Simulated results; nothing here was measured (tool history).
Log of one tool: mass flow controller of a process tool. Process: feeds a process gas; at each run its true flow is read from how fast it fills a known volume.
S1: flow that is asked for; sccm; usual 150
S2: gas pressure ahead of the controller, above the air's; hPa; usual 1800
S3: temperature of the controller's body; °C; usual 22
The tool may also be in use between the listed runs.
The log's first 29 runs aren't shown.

{"run": 30, "day": 442.888, "S1": 70, "S2": 1910, "S3": 35, "true flow (%)": 98.78}
{"run": 31, "day": 457.471, "S1": 70, "S2": 1910, "S3": 35, "true flow (%)": 98.66}
{"run": 32, "day": 467.208, "S1": 150, "S2": 1560, "S3": 22, "true flow (%)": 98.48}
{"run": 33, "day": 485.692, "S1": 150, "S2": 1560, "S3": 22, "true flow (%)": 98.57}
{"run": 34, "day": 497.038, "S1": 89, "S2": 1590, "S3": 30, "true flow (%)": 98.68}
{"run": 35, "day": 516.896, "S1": 89, "S2": 1590, "S3": 30, "true flow (%)": 98.74}
{"day": 521.654, "done": "controller's zero set anew"}
{"run": 36, "day": 535.446, "S1": 89, "S2": 1590, "S3": 30, "true flow (%)": 98.67}
{"run": 37, "day": 555.596, "S1": 238, "S2": 2150, "S3": 37, "true flow (%)": 99.39}
{"run": 38, "day": 566.021, "S1": 238, "S2": 2150, "S3": 37, "true flow (%)": 99.5}
{"run": 39, "day": 574.579, "S1": 238, "S2": 2150, "S3": 37, "true flow (%)": 99.29}
{"run": 40, "day": 592.654, "S1": 76, "S2": 2180, "S3": 20, "true flow (%)": 97.66}

4 ways to go on from here, each from the tool as it stands after run 40. What would each give?
{"run": "A", "day": 605.938, "S1": 150, "S2": 1900, "S3": 22, "true flow (%)": "?"}
{"run": "B", "day": 605.938, "S1": 76, "S2": 2180, "S3": 31, "true flow (%)": "?"}
{"run": "C", "day": 605.938, "S1": 62, "S2": 2180, "S3": 20, "true flow (%)": "?"}
{"run": "D", "day": 605.938, "S1": 362, "S2": 1800, "S3": 24, "true flow (%)": "?"}

run=A true_flow_(%)=98.36
run=B true_flow_(%)=98.28
run=C true_flow_(%)=97.7
run=D true_flow_(%)=99.52
Without the tool's hidden state the same runs would have given:
run=A true_flow_(%)=98.37
run=B true_flow_(%)=98.3
run=C true_flow_(%)=97.71
run=D true_flow_(%)=99.53
